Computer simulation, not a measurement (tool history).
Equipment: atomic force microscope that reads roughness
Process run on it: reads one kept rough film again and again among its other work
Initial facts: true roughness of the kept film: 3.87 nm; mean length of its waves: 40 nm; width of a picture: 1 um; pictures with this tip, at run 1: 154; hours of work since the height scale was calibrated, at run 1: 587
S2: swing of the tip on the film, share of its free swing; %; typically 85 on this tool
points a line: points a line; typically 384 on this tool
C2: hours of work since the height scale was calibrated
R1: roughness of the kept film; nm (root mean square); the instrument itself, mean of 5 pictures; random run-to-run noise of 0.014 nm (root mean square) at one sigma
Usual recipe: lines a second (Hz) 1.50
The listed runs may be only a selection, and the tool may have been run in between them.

{"run": 1, "hour": 0.0, "lines a second (Hz)": 1.5, "S2": 85, "points a line": 384, "pictures with this tip": 154, "C2": 587, "R1": 3.285}
{"run": 2, "hour": 26.1, "lines a second (Hz)": 1.5, "S2": 85, "points a line": 384, "pictures with this tip": 191, "C2": 600, "R1": 3.266}
{"run": 3, "hour": 66.9, "lines a second (Hz)": 1.5, "S2": 85, "points a line": 384, "pictures with this tip": 248, "C2": 621, "R1": 3.262}
{"hour": 73.9, "done": "new tip fitted"}
{"run": 4, "hour": 122.9, "lines a second (Hz)": 1.5, "S2": 83, "points a line": 384, "pictures with this tip": 69, "C2": 650, "R1": 3.306}
{"run": 5, "hour": 162.0, "lines a second (Hz)": 1.5, "S2": 83, "points a line": 384, "pictures with this tip": 124, "C2": 670, "R1": 3.311}
{"run": 6, "hour": 213.4, "lines a second (Hz)": 1.5, "S2": 83, "points a line": 384, "pictures with this tip": 196, "C2": 696, "R1": 3.274}
{"run": 7, "hour": 246.8, "lines a second (Hz)": 1.5, "S2": 83, "points a line": 384, "pictures with this tip": 243, "C2": 713, "R1": 3.276}
{"hour": 260.0, "done": "new tip fitted"}
{"run": 8, "hour": 288.4, "lines a second (Hz)": 1.5, "S2": 83, "points a line": 384, "pictures with this tip": 40, "C2": 734, "R1": 3.29}
{"run": 9, "hour": 314.4, "lines a second (Hz)": 1.5, "S2": 83, "points a line": 384, "pictures with this tip": 76, "C2": 748, "R1": 3.284}
{"run": 10, "hour": 356.5, "lines a second (Hz)": 1.5, "S2": 83, "points a line": 384, "pictures with this tip": 135, "C2": 769, "R1": 3.308}
{"run": 11, "hour": 381.4, "lines a second (Hz)": 1.5, "S2": 83, "points a line": 384, "pictures with this tip": 170, "C2": 782, "R1": 3.303}
{"run": 12, "hour": 408.0, "lines a second (Hz)": 1.17, "S2": 85, "points a line": 384, "pictures with this tip": 208, "C2": 796, "R1": 3.352}
{"hour": 443.3, "done": "new tip fitted"}
{"run": 13, "hour": 469.3, "lines a second (Hz)": 1.17, "S2": 85, "points a line": 384, "pictures with this tip": 36, "C2": 827, "R1": 3.323}
{"run": 14, "hour": 502.4, "lines a second (Hz)": 1.17, "S2": 85, "points a line": 304, "pictures with this tip": 83, "C2": 844, "R1": 3.315}
{"run": 15, "hour": 557.8, "lines a second (Hz)": 1.17, "S2": 85, "points a line": 304, "pictures with this tip": 160, "C2": 873, "R1": 3.334}
{"run": 16, "hour": 611.0, "lines a second (Hz)": 1.17, "S2": 85, "points a line": 304, "pictures with this tip": 235, "C2": 900, "R1": 3.294}
{"hour": 629.0, "done": "new tip fitted"}
{"run": 17, "hour": 658.0, "lines a second (Hz)": 1.17, "S2": 85, "points a line": 304, "pictures with this tip": 40, "C2": 924, "R1": 3.313}
{"run": 18, "hour": 713.9, "lines a second (Hz)": 1.17, "S2": 85, "points a line": 304, "pictures with this tip": 119, "C2": 953, "R1": 3.327}
{"run": 19, "hour": 763.8, "lines a second (Hz)": 1.5, "S2": 85, "points a line": 384, "pictures with this tip": 189, "C2": 978, "R1": 3.265}
{"run": 20, "hour": 798.3, "lines a second (Hz)": 1.5, "S2": 85, "points a line": 384, "pictures with this tip": 237, "C2": 996, "R1": 3.265}
{"hour": 812.6, "done": "new tip fitted"}
{"run": 21, "hour": 846.3, "lines a second (Hz)": 1.5, "S2": 85, "points a line": 384, "pictures with this tip": 47, "C2": 1020, "R1": 3.282}
{"run": 22, "hour": 877.5, "lines a second (Hz)": 1.5, "S2": 69, "points a line": 840, "pictures with this tip": 91, "C2": 1036, "R1": 3.437}
{"run": 23, "hour": 917.4, "lines a second (Hz)": 0.61, "S2": 81, "points a line": 909, "pictures with this tip": 147, "C2": 1057, "R1": 3.428}
{"run": 24, "hour": 945.4, "lines a second (Hz)": 0.61, "S2": 81, "points a line": 909, "pictures with this tip": 186, "C2": 1071, "R1": 3.445}
{"hour": 997.7, "done": "new tip fitted"}
{"run": 25, "hour": 1002.4, "lines a second (Hz)": 0.79, "S2": 65, "points a line": 459, "pictures with this tip": 6, "C2": 1100, "R1": 3.479}
{"run": 26, "hour": 1053.0, "lines a second (Hz)": 2.66, "S2": 85, "points a line": 450, "pictures with this tip": 78, "C2": 1126, "R1": 3.116}
{"run": 27, "hour": 1085.8, "lines a second (Hz)": 2.66, "S2": 85, "points a line": 450, "pictures with this tip": 124, "C2": 1143, "R1": 3.12}
{"run": 28, "hour": 1120.8, "lines a second (Hz)": 2.66, "S2": 85, "points a line": 450, "pictures with this tip": 173, "C2": 1161, "R1": 3.122}
{"run": 29, "hour": 1175.2, "lines a second (Hz)": 2.66, "S2": 85, "points a line": 450, "pictures with this tip": 249, "C2": 1189, "R1": 3.124}
{"hour": 1181.0, "done": "new tip fitted"}
{"run": 30, "hour": 1218.7, "lines a second (Hz)": 1.72, "S2": 85, "points a line": 622, "pictures with this tip": 53, "C2": 1211, "R1": 3.25}
{"run": 31, "hour": 1257.5, "lines a second (Hz)": 1.72, "S2": 89, "points a line": 622, "pictures with this tip": 108, "C2": 1231, "R1": 3.231}
{"run": 32, "hour": 1295.9, "lines a second (Hz)": 0.6, "S2": 85, "points a line": 582, "pictures with this tip": 162, "C2": 1251, "R1": 3.421}
{"run": 33, "hour": 1327.6, "lines a second (Hz)": 0.6, "S2": 79, "points a line": 352, "pictures with this tip": 206, "C2": 1267, "R1": 3.443}
{"hour": 1365.3, "done": "new tip fitted"}
{"run": 34, "hour": 1386.6, "lines a second (Hz)": 1.52, "S2": 79, "points a line": 352, "pictures with this tip": 29, "C2": 1297, "R1": 3.323}
{"run": 35, "hour": 1419.8, "lines a second (Hz)": 0.82, "S2": 66, "points a line": 384, "pictures with this tip": 76, "C2": 1314, "R1": 3.442}
{"run": 36, "hour": 1449.0, "lines a second (Hz)": 0.53, "S2": 85, "points a line": 384, "pictures with this tip": 117, "C2": 1329, "R1": 3.425}
{"run": 37, "hour": 1489.8, "lines a second (Hz)": 2.7, "S2": 65, "points a line": 718, "pictures with this tip": 174, "C2": 1350, "R1": 3.372}
{"run": 38, "hour": 1521.7, "lines a second (Hz)": 0.85, "S2": 70, "points a line": 829, "pictures with this tip": 219, "C2": 1366, "R1": 3.445}
{"hour": 1551.2, "done": "new tip fitted"}
{"run": 39, "hour": 1567.4, "lines a second (Hz)": 1.5, "S2": 63, "points a line": 384, "pictures with this tip": 23, "C2": 1390, "R1": 3.43}
{"run": 40, "hour": 1607.9, "lines a second (Hz)": 1.5, "S2": 63, "points a line": 384, "pictures with this tip": 79, "C2": 1410, "R1": 3.446}
{"run": 41, "hour": 1665.7, "lines a second (Hz)": 0.66, "S2": 59, "points a line": 297, "pictures with this tip": 161, "C2": 1440, "R1": 3.464}
{"run": 42, "hour": 1704.1, "lines a second (Hz)": 0.61, "S2": 83, "points a line": 947, "pictures with this tip": 215, "C2": 1460, "R1": 3.443}

4 options for the next run, each taken on its own from the tool as it stands now. Forecast them:
{"hour": 1735.0, "done": "new tip fitted"}
{"run": "A", "hour": 1742.4, "lines a second (Hz)": 0.61, "S2": 89, "points a line": 947, "pictures with this tip": 11, "C2": 1479, "R1": "?"}
{"hour": 1735.0, "done": "new tip fitted"}
{"run": "B", "hour": 1742.4, "lines a second (Hz)": 2.96, "S2": 68, "points a line": 432, "pictures with this tip": 11, "C2": 1479, "R1": "?"}
{"hour": 1735.0, "done": "new tip fitted"}
{"run": "C", "hour": 1742.4, "lines a second (Hz)": 0.61, "S2": 76, "points a line": 937, "pictures with this tip": 11, "C2": 1479, "R1": "?"}
{"hour": 1735.0, "done": "new tip fitted"}
{"run": "D", "hour": 1742.4, "lines a second (Hz)": 1.72, "S2": 59, "points a line": 691, "pictures with this tip": 11, "C2": 1479, "R1": "?"}

run=A R1=3.374
run=B R1=3.321
run=C R1=3.475
run=D R1=3.489
What these runs would have given with no unlogged condition in the tool:
run=A R1=3.375
run=B R1=3.321
run=C R1=3.475
run=D R1=3.490
